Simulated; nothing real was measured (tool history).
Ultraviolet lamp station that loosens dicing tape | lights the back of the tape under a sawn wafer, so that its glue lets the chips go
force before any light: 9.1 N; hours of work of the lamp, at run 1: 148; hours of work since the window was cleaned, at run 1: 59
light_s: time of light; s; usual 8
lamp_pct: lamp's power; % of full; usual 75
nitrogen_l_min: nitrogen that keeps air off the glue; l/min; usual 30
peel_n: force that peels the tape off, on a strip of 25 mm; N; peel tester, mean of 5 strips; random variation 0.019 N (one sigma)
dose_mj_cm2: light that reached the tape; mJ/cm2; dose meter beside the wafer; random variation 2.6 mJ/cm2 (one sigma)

run	day	light_s	lamp_pct	nitrogen_l_min	hours of work of the lamp	hours of work since the window was cleaned	peel_n	dose_mj_cm2
1	0	8	75	30	148	59	0.901	336
2	0.692	8	75	34	158	69	0.827	334
3	1.242	8	75	30	166	76	0.889	335
4	2.362	8	73	30	182	92	0.925	325
5	3.325	8	73	30	196	106	0.918	326
6	4.225	8	73	30	208	119	0.931	327
7	4.821	8	75	30	217	128	0.917	335
8	5.817	13	82	17	231	142	0.463	593
9	6.479	8	63	28	241	151	1.249	279
10	6.992	8	93	58	248	159	0.401	415
11	7.517	8	93	58	255	166	0.413	414
12	8.104	9	67	15	264	174	1.464	329
13	9.104	9	67	15	278	189	1.419	336

Forecast each of these 4 alternatives for the next run:
A	10.088	10	79	30	292	203	?	?
B	10.088	8	75	23	292	203	?	?
C	10.088	8	75	32	292	203	?	?
D	10.088	9	85	15	292	203	?	?

run	peel_n	dose_mj_cm2
A	0.531	433
B	1.047	331
C	0.824	330
D	0.973	424
Without the tool's hidden state the same runs would have given:
run	peel_n	dose_mj_cm2
A	0.531	433
B	1.046	331
C	0.823	330
D	0.971	424

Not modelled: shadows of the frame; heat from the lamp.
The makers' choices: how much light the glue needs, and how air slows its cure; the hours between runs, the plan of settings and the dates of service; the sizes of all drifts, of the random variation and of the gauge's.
